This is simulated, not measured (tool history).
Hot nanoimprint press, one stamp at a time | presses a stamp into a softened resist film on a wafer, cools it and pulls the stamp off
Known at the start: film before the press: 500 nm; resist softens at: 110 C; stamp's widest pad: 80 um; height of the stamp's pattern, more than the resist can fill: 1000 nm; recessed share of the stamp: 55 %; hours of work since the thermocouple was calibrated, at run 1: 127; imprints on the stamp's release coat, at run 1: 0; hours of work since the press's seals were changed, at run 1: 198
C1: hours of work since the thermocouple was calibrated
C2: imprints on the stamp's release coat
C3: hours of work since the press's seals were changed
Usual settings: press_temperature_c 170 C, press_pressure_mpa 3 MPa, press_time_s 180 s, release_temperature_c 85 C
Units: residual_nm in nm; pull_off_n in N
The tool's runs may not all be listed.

run 1 hour=0 | press_temperature_c=170 press_pressure_mpa=3 press_time_s=180 release_temperature_c=85 | C1=127 C2=0 C3=198 | residual_nm=262.3 pull_off_n=97
run 2 hour=9.4 | press_temperature_c=170 press_pressure_mpa=3 press_time_s=180 release_temperature_c=91 | C1=133 C2=41 C3=204 | residual_nm=260.6 pull_off_n=82
run 3 hour=19.8 | press_temperature_c=170 press_pressure_mpa=3.3 press_time_s=180 release_temperature_c=85 | C1=139 C2=87 C3=210 | residual_nm=250.5 pull_off_n=100
run 4 hour=29.6 | press_temperature_c=170 press_pressure_mpa=3 press_time_s=180 release_temperature_c=85 | C1=145 C2=130 C3=217 | residual_nm=260.6 pull_off_n=102
run 5 hour=40.1 | press_temperature_c=170 press_pressure_mpa=3 press_time_s=180 release_temperature_c=85 | C1=152 C2=176 C3=223 | residual_nm=259.2 pull_off_n=98
run 6 hour=49.8 | press_temperature_c=170 press_pressure_mpa=3 press_time_s=180 release_temperature_c=85 | C1=158 C2=218 C3=229 | residual_nm=261.6 pull_off_n=99
run 7 hour=59.9 | press_temperature_c=170 press_pressure_mpa=3 press_time_s=350 release_temperature_c=85 | C1=165 C2=263 C3=236 | residual_nm=204.8 pull_off_n=99
run 8 hour=69.8 | press_temperature_c=173 press_pressure_mpa=3 press_time_s=180 release_temperature_c=85 | C1=171 C2=306 C3=242 | residual_nm=231.2 pull_off_n=98
run 9 hour=76.4 | press_temperature_c=173 press_pressure_mpa=3 press_time_s=180 release_temperature_c=85 | C1=175 C2=335 C3=246 | residual_nm=235.2 pull_off_n=102
run 10 hour=87 | press_temperature_c=173 press_pressure_mpa=2.7 press_time_s=180 release_temperature_c=85 | C1=182 C2=382 C3=253 | residual_nm=245.6 pull_off_n=101
run 11 hour=95.6 | press_temperature_c=170 press_pressure_mpa=3 press_time_s=180 release_temperature_c=85 | C1=187 C2=420 C3=258 | residual_nm=260.7 pull_off_n=100
run 12 hour=105.6 | press_temperature_c=170 press_pressure_mpa=3 press_time_s=180 release_temperature_c=85 | C1=193 C2=463 C3=265 | residual_nm=260.5 pull_off_n=99
run 13 hour=111.9 | press_temperature_c=170 press_pressure_mpa=3 press_time_s=180 release_temperature_c=87 | C1=197 C2=491 C3=269 | residual_nm=263.3 pull_off_n=96
run 14 hour=122.8 | press_temperature_c=170 press_pressure_mpa=3 press_time_s=180 release_temperature_c=87 | C1=204 C2=539 C3=276 | residual_nm=263.3 pull_off_n=90
run 15 hour=134.6 | press_temperature_c=170 press_pressure_mpa=3 press_time_s=180 release_temperature_c=87 | C1=212 C2=591 C3=283 | residual_nm=262.5 pull_off_n=96
run 16 hour=145.8 | press_temperature_c=170 press_pressure_mpa=3 press_time_s=338 release_temperature_c=88 | C1=219 C2=640 C3=290 | residual_nm=209.1 pull_off_n=88
run 17 hour=156.9 | press_temperature_c=170 press_pressure_mpa=2.69 press_time_s=338 release_temperature_c=72 | C1=226 C2=689 C3=297 | residual_nm=222.1 pull_off_n=140
run 18 hour=162.2 | press_temperature_c=178 press_pressure_mpa=2.69 press_time_s=338 release_temperature_c=83 | C1=229 C2=712 C3=301 | residual_nm=162.2 pull_off_n=107
run 19 hour=168.7 | press_temperature_c=178 press_pressure_mpa=2.69 press_time_s=338 release_temperature_c=83 | C1=233 C2=740 C3=305 | residual_nm=161.2 pull_off_n=103
run 20 hour=177.1 | press_temperature_c=178 press_pressure_mpa=2.69 press_time_s=338 release_temperature_c=84 | C1=239 C2=777 C3=310 | residual_nm=160.8 pull_off_n=109
run 21 hour=185.7 | press_temperature_c=170 press_pressure_mpa=2.9 press_time_s=180 release_temperature_c=82 | C1=244 C2=815 C3=315 | residual_nm=263.3 pull_off_n=111
run 22 hour=197 | press_temperature_c=179 press_pressure_mpa=4.42 press_time_s=152 release_temperature_c=82 | C1=251 C2=864 C3=323 | residual_nm=163.5 pull_off_n=114
run 23 hour=209.2 | press_temperature_c=178 press_pressure_mpa=3.36 press_time_s=184 release_temperature_c=88 | C1=259 C2=918 C3=330 | residual_nm=182.1 pull_off_n=93
run 24 hour=220.9 | press_temperature_c=178 press_pressure_mpa=3.36 press_time_s=212 release_temperature_c=75 | C1=266 C2=970 C3=338 | residual_nm=173.2 pull_off_n=131
run 25 hour=226.7 | press_temperature_c=172 press_pressure_mpa=1.91 press_time_s=180 release_temperature_c=71 | C1=270 C2=995 C3=341 | residual_nm=293.9 pull_off_n=147
-- hour=239.2 stamp cleaned and given a new release coat
run 26 hour=239.9 | press_temperature_c=164 press_pressure_mpa=2.12 press_time_s=207 release_temperature_c=86 | C1=275 C2=3 C3=346 | residual_nm=350.2 pull_off_n=94
run 27 hour=248.1 | press_temperature_c=164 press_pressure_mpa=2.12 press_time_s=207 release_temperature_c=86 | C1=280 C2=40 C3=351 | residual_nm=352.6 pull_off_n=95
run 28 hour=257.5 | press_temperature_c=160 press_pressure_mpa=2.12 press_time_s=207 release_temperature_c=84 | C1=286 C2=81 C3=357 | residual_nm=391.3 pull_off_n=103
run 29 hour=265.7 | press_temperature_c=178 press_pressure_mpa=4.02 press_time_s=106 release_temperature_c=85 | C1=291 C2=117 C3=362 | residual_nm=204.2 pull_off_n=101

Forecast each of these 3 alternatives for the next run:
run A hour=272 | press_temperature_c=173 press_pressure_mpa=3 press_time_s=151 release_temperature_c=85 | C1=295 C2=144 C3=366 | residual_nm=? pull_off_n=?
run B hour=272 | press_temperature_c=178 press_pressure_mpa=4.02 press_time_s=185 release_temperature_c=85 | C1=295 C2=144 C3=366 | residual_nm=? pull_off_n=?
run C hour=272 | press_temperature_c=178 press_pressure_mpa=2.49 press_time_s=170 release_temperature_c=85 | C1=295 C2=144 C3=366 | residual_nm=? pull_off_n=?

run=A residual_nm=248.9 pull_off_n=100
run=B residual_nm=165.8 pull_off_n=102
run=C residual_nm=220.3 pull_off_n=98
Without the tool's hidden state the same runs would have given:
run=A residual_nm=248.3 pull_off_n=100
run=B residual_nm=165.3 pull_off_n=101
run=C residual_nm=219.8 pull_off_n=97
